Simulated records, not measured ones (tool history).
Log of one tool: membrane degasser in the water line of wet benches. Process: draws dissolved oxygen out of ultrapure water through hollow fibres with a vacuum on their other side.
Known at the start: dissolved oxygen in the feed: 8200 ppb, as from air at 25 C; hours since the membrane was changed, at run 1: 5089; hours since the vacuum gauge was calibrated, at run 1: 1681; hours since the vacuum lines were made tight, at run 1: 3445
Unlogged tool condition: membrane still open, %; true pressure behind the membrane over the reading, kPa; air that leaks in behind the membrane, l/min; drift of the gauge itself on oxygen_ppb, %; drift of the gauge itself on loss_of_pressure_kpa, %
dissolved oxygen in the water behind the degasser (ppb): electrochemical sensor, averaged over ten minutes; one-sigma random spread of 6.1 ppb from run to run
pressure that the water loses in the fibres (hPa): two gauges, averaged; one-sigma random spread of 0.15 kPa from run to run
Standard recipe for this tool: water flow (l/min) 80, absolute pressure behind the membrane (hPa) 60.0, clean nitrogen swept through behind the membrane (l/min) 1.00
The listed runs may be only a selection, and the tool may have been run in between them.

run	hour	water flow (l/min)	absolute pressure behind the membrane (hPa)	clean nitrogen swept through behind the membrane (l/min)	hours since the membrane was changed	hours since the vacuum gauge was calibrated	hours since the vacuum lines were made tight	dissolved oxygen in the water behind the degasser (ppb)	pressure that the water loses in the fibres (hPa)
1	0.0	80	60.0	1.00	5089	1681	3445	658.6	268.5
2	270.2	80	60.0	1.00	5360	1951	3715	663.0	271.8
3	511.0	80	60.0	1.00	5600	2192	3956	670.7	271.4
4	697.5	80	60.0	1.00	5787	2378	4142	674.1	270.9
# hour 717.0: vacuum gauge calibrated
5	859.1	80	60.0	1.00	5948	142	4303	680.3	270.1
6	986.9	80	60.0	1.00	6076	270	4431	691.3	271.3
7	1254.0	80	60.0	1.00	6343	537	4698	692.5	273.1
8	1431.6	104	111.7	0.53	6521	715	4876	2023.9	356.7

For run 9, what comes out?
9	1593.6	80	56.0	1.00	6683	877	5038	?	?

{"run 9": {"dissolved oxygen in the water behind the degasser (ppb)": 649.5, "pressure that the water loses in the fibres (hPa)": 274.3}}
Were there no unlogged condition in the tool, this run, its random variation unchanged, would have produced dissolved oxygen in the water behind the degasser (ppb) 560.4, pressure that the water loses in the fibres (hPa) 260.6.
